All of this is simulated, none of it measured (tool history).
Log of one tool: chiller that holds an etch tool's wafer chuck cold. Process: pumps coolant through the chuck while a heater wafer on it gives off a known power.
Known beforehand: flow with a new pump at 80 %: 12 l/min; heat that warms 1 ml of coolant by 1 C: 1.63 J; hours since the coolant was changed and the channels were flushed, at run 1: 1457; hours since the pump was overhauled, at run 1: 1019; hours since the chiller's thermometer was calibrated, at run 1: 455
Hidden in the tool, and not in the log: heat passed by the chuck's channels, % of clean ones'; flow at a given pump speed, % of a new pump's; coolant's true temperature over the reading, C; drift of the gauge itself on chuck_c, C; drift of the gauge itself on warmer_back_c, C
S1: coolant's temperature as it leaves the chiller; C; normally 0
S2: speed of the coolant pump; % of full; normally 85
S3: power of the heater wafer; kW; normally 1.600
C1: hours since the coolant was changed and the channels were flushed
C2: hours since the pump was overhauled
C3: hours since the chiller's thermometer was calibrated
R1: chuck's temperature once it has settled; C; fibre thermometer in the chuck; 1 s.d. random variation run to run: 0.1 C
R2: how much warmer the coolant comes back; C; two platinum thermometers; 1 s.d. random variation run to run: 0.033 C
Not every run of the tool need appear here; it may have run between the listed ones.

Run 1, hour 0.0: usual settings; C1 1457; C2 1019; C3 455. Result: R1 10.2 C, R2 4.68 C.
Run 2, hour 37.2: usual settings; C1 1494; C2 1056; C3 493. Result: R1 10.2 C, R2 4.74 C.
Run 3, hour 68.6: usual settings; C1 1525; C2 1087; C3 524. Result: R1 10.2 C, R2 4.75 C.
Run 4, hour 92.5: usual settings; C1 1549; C2 1111; C3 548. Result: R1 10.1 C, R2 4.67 C.
Run 5, hour 116.2: usual settings; C1 1573; C2 1135; C3 572. Result: R1 10.2 C, R2 4.73 C.
Run 6, hour 147.7: usual settings; C1 1604; C2 1166; C3 603. Result: R1 10.2 C, R2 4.72 C.
Run 7, hour 179.0: usual settings but S2 88 % of full; C1 1636; C2 1198; C3 634. Result: R1 10.0 C, R2 4.56 C.
Run 8, hour 209.0: usual settings but S2 88 % of full; C1 1666; C2 1228; C3 664. Result: R1 10.0 C, R2 4.56 C.
Run 9, hour 228.1: usual settings but S2 88 % of full; C1 1685; C2 1247; C3 684. Result: R1 9.9 C, R2 4.55 C.
Run 10, hour 262.7: usual settings but S2 93 % of full; C1 1719; C2 1281; C3 718. Result: R1 9.5 C, R2 4.31 C.
Run 11, hour 301.0: usual settings but S2 93 % of full; C1 1758; C2 1320; C3 757. Result: R1 9.4 C, R2 4.27 C.
Run 12, hour 340.4: usual settings but S2 77 % of full; C1 1797; C2 1359; C3 796. Result: R1 11.0 C, R2 5.32 C.
Run 13, hour 358.4: usual settings but S2 77 % of full; C1 1815; C2 1377; C3 814. Result: R1 11.0 C, R2 5.27 C.
Run 14, hour 375.4: usual settings but S1 -4 C; C1 1832; C2 1394; C3 831. Result: R1 6.3 C, R2 4.72 C.
Run 15, hour 398.6: usual settings but S2 78 % of full; C1 1855; C2 1417; C3 854. Result: R1 10.9 C, R2 5.26 C.
Run 16, hour 429.8: usual settings but S2 78 % of full; C1 1886; C2 1449; C3 885. Result: R1 10.9 C, R2 5.19 C.
Run 17, hour 453.3: usual settings but S1 -8 C, S3 0.851 kW; C1 1910; C2 1472; C3 909. Result: R1 -2.6 C, R2 2.54 C.
Run 18, hour 493.8: usual settings but S2 70 % of full, S3 1.999 kW; C1 1950; C2 1513; C3 949. Result: R1 15.0 C, R2 7.29 C.
Run 19, hour 532.9: usual settings but S1 1 C, S2 77 % of full, S3 1.672 kW; C1 1989; C2 1552; C3 988. Result: R1 12.6 C, R2 5.58 C.
Run 20, hour 567.0: usual settings but S1 8 C, S2 89 % of full, S3 1.760 kW; C1 2024; C2 1586; C3 1022. Result: R1 19.2 C, R2 5.02 C.

What does the tool deliver on the next run?
Run 21, hour 593.6: usual settings but S1 7 C, S3 0.823 kW; C1 2050; C2 1612; C3 1049. Result: R1 ?, R2 ?.

Run 21 measured R1 12.4 C, R2 2.44 C.
On a tool with no hidden condition, and with the same random variation, this run would have come out at R1 12.0 C, R2 2.36 C.
